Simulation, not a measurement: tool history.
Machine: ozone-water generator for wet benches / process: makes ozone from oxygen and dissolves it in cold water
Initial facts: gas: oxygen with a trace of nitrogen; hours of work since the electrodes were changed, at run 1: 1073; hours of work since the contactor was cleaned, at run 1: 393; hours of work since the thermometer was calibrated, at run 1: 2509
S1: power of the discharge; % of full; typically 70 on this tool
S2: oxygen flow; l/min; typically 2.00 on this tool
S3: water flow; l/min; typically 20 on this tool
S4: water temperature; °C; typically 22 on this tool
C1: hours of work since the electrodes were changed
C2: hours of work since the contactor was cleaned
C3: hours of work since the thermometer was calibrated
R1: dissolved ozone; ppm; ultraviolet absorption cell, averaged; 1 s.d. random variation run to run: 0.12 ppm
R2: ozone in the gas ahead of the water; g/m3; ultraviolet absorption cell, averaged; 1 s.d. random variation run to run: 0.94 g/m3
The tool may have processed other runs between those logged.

run	day	S1	S2	S3	S4	C1	C2	C3	R1	R2
1	0.000	70	2.00	20	22	1073	393	2509	9.5	153.0
2	2.979	70	2.00	20	22	1125	446	2562	9.1	152.9
3	4.667	70	2.00	20	22	1155	475	2592	9.0	151.9
4	7.467	70	2.00	20	22	1205	525	2641	9.2	152.4
5	9.967	70	2.00	20	22	1249	569	2686	9.1	151.5
# day 11.858: water thermometer calibrated
6	11.988	70	2.00	20	22	1285	605	2	9.2	150.4
7	14.354	70	2.00	25	22	1327	647	44	7.2	150.5
8	17.175	70	2.00	14	22	1377	697	94	12.4	149.6
9	19.200	70	2.00	20	19	1413	733	130	9.3	150.9
10	22.250	70	2.00	20	19	1467	787	184	9.3	149.4
11	24.238	70	2.00	20	19	1502	822	219	9.2	149.6
12	27.642	70	2.00	20	19	1562	882	280	9.2	149.2
13	29.208	70	2.00	20	19	1590	910	308	9.2	149.3
14	32.746	70	2.00	20	19	1653	973	370	9.0	150.0
15	36.267	70	2.00	20	18	1715	1035	433	9.1	148.5
16	39.188	70	2.00	20	20	1767	1087	485	9.0	148.1
17	41.379	70	2.00	20	20	1806	1126	523	9.0	148.3
18	43.225	62	2.00	20	20	1839	1159	556	8.2	136.9
19	44.675	40	2.00	12	20	1864	1185	582	9.1	98.3
20	47.150	75	2.38	12	20	1908	1228	626	15.0	141.5
21	49.971	65	2.00	19	22	1958	1278	676	8.6	137.0
# day 50.304: contactor cleaned
22	52.917	70	2.00	24	17	2008	46	725	7.7	146.9
23	56.492	70	2.00	22	24	2071	110	788	7.6	144.9
24	58.438	70	2.00	22	24	2105	144	823	7.7	145.4
25	60.196	70	2.00	22	24	2137	175	854	7.7	144.1
26	62.896	70	2.00	22	24	2184	223	902	7.7	143.9
27	66.412	70	1.59	31	22	2247	286	964	5.0	158.6
# day 67.833: contactor cleaned, once more
28	70.025	60	3.24	16	15	2308	39	1026	11.3	102.3
29	72.154	60	1.05	14	29	2346	77	1063	8.5	173.7
30	74.604	60	1.05	14	25	2389	120	1107	8.9	173.6
31	77.438	42	2.00	20	15	2439	170	1157	6.1	99.3
32	79.875	42	2.00	20	15	2483	214	1200	6.3	99.3

Here are 3 independent what-if runs from the current tool condition. What would each one return?
A	82.375	42	1.84	20	15	2527	258	1245	?	?
B	82.375	42	2.00	20	18	2527	258	1245	?	?
C	82.375	49	2.00	16	27	2527	258	1245	?	?

run	R1	R2
A	6.1	102.1
B	6.2	98.1
C	7.8	110.9
Take away the tool's hidden state, keep each run's random variation, and the runs would have read:
run	R1	R2
A	6.5	109.5
B	6.7	105.3
C	8.5	120.5
